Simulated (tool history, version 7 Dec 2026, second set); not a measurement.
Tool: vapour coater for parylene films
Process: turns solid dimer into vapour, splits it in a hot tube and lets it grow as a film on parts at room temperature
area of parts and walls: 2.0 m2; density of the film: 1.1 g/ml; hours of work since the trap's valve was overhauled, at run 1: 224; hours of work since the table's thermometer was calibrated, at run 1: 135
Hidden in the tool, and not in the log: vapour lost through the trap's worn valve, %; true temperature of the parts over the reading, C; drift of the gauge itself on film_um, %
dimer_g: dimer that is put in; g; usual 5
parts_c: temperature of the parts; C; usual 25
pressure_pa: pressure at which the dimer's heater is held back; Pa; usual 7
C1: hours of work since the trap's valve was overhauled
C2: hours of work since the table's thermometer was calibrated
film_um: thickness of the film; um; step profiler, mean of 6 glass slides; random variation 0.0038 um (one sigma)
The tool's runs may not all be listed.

Run 1, hour 0: usual settings; C1 224; C2 135. Result: film_um 1.302 um.
Run 2, hour 30.1: usual settings; C1 245; C2 156. Result: film_um 1.293 um.
Run 3, hour 61: usual settings; C1 266; C2 177. Result: film_um 1.289 um.
Run 4, hour 80.9: usual settings; C1 279; C2 190. Result: film_um 1.297 um.
Run 5, hour 108.9: usual settings; C1 298; C2 209. Result: film_um 1.298 um.
Run 6, hour 130.6: usual settings; C1 313; C2 224. Result: film_um 1.3 um.
Run 7, hour 149.3: usual settings; C1 326; C2 237. Result: film_um 1.295 um.
Run 8, hour 181.8: usual settings; C1 348; C2 259. Result: film_um 1.284 um.
At hour 215.9: trap's valve overhauled.
Run 9, hour 215.9: usual settings; C1 0; C2 279. Result: film_um 1.258 um.
Run 10, hour 233.9: usual settings; C1 12; C2 292. Result: film_um 1.259 um.
Run 11, hour 259.5: usual settings but parts_c 34 C; C1 30; C2 309. Result: film_um 0.808 um.
At hour 273.9: trap's valve overhauled, once more.
Run 12, hour 297.3: usual settings but parts_c 30 C; C1 16; C2 332. Result: film_um 1.052 um.
Run 13, hour 314.8: usual settings but dimer_g 7 g, parts_c 19 C, pressure_pa 4.49 Pa; C1 28; C2 344. Result: film_um 2.585 um.
Run 14, hour 341.4: usual settings but dimer_g 7 g, parts_c 19 C, pressure_pa 4.49 Pa; C1 46; C2 362. Result: film_um 2.582 um.
Run 15, hour 369.1: usual settings but parts_c 33 C; C1 65; C2 381. Result: film_um 0.911 um.
Run 16, hour 392.9: usual settings but parts_c 33 C; C1 81; C2 397. Result: film_um 0.908 um.
Run 17, hour 415.5: usual settings but dimer_g 8 g, parts_c 23 C, pressure_pa 4.01 Pa; C1 96; C2 412. Result: film_um 2.446 um.
Run 18, hour 438.9: usual settings but dimer_g 3 g, parts_c 30 C, pressure_pa 4.01 Pa; C1 112; C2 428. Result: film_um 0.655 um.
Run 19, hour 460: usual settings but dimer_g 3 g, parts_c 30 C, pressure_pa 4.01 Pa; C1 126; C2 443. Result: film_um 0.655 um.
Run 20, hour 474.1: usual settings but dimer_g 3 g, parts_c 30 C, pressure_pa 4.01 Pa; C1 136; C2 452. Result: film_um 0.645 um.
Run 21, hour 493.5: usual settings but dimer_g 9 g, pressure_pa 10.44 Pa; C1 149; C2 465. Result: film_um 2.328 um.
Run 22, hour 515: usual settings but parts_c 23 C; C1 164; C2 480. Result: film_um 1.458 um.
Run 23, hour 530.9: usual settings but pressure_pa 5.03 Pa; C1 175; C2 491. Result: film_um 1.359 um.

5 ways to go on from here, each from the tool as it stands after run 23. What would each give?
Run A, hour 552.4: usual settings but dimer_g 3 g, parts_c 27 C, pressure_pa 2.25 Pa; C1 189; C2 505. Result: film_um ?.
Run B, hour 552.4: usual settings but dimer_g 3 g, parts_c 23 C; C1 189; C2 505. Result: film_um ?.
Run C, hour 552.4: usual settings but parts_c 33 C, pressure_pa 5.7 Pa; C1 189; C2 505. Result: film_um ?.
Run D, hour 552.4: usual settings but parts_c 18 C, pressure_pa 3.09 Pa; C1 189; C2 505. Result: film_um ?.
Run E, hour 552.4: usual settings but dimer_g 4 g, parts_c 31 C, pressure_pa 5.03 Pa; C1 189; C2 505. Result: film_um ?.

run  film_um
  A    0.782
  B    0.871
  C    0.915
  D    1.975
  E    0.808
Without the tool's hidden state the same runs would have given:
run  film_um
  A    0.784
  B    0.872
  C    0.917
  D    1.979
  E     0.81

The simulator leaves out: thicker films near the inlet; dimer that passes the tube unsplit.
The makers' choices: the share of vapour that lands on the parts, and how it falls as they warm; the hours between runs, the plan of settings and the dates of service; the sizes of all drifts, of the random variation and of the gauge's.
